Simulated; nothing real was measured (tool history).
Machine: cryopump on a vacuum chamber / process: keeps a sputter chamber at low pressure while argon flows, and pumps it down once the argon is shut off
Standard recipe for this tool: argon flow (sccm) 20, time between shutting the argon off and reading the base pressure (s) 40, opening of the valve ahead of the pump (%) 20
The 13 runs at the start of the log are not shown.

run,hour,argon flow (sccm),time between shutting the argon off and reading the base pressure (s),opening of the valve ahead of the pump (%),pressure while argon flows (Pa),pressure after the wait (uPa)
14,181.9,20,87,20,0.0700,0.73
15,194.8,20,87,20,0.0717,0.72
16,203.5,20,43,20,0.0712,1.25
17,212.5,20,43,20,0.0713,1.23
18,221.1,12,43,17,0.0499,1.17
19,232.2,35,77,20,0.1244,0.82
20,240.1,10,219,20,0.0353,0.44
21,258.4,10,219,21,0.0339,0.46
22,269.1,19,119,20,0.0678,0.65
23,283.9,27,81,28,0.0686,0.77
24,298.4,23,39,32,0.0513,1.30
25,310.9,18,40,23,0.0550,1.31
26,324.3,11,72,20,0.0393,0.91
27,340.5,11,180,17,0.0459,0.54
28,357.7,16,154,17,0.0669,0.58
29,370.4,17,52,31,0.0388,1.10
30,378.7,31,40,39,0.0574,1.37
31,392.6,31,40,39,0.0579,1.31
32,410.8,20,56,29,0.0496,1.04
33,420.6,20,56,29,0.0488,1.06
34,431.2,20,56,29,0.0497,1.03

What if the next run were any one of these 4? Each begins from the tool's condition after run 34:
A,442.8,20,183,36,?,?
B,442.8,20,40,57,?,?
C,442.8,23,144,29,?,?
D,442.8,20,182,22,?,?

run,pressure while argon flows (Pa),pressure after the wait (uPa)
A,0.0403,0.57
B,0.0253,1.34
C,0.0571,0.61
D,0.0651,0.56
With the hidden condition removed and each run's random variation left untouched, the same runs would have given:
run,pressure while argon flows (Pa),pressure after the wait (uPa)
A,0.0392,0.37
B,0.0242,1.14
C,0.0558,0.41
D,0.0640,0.36
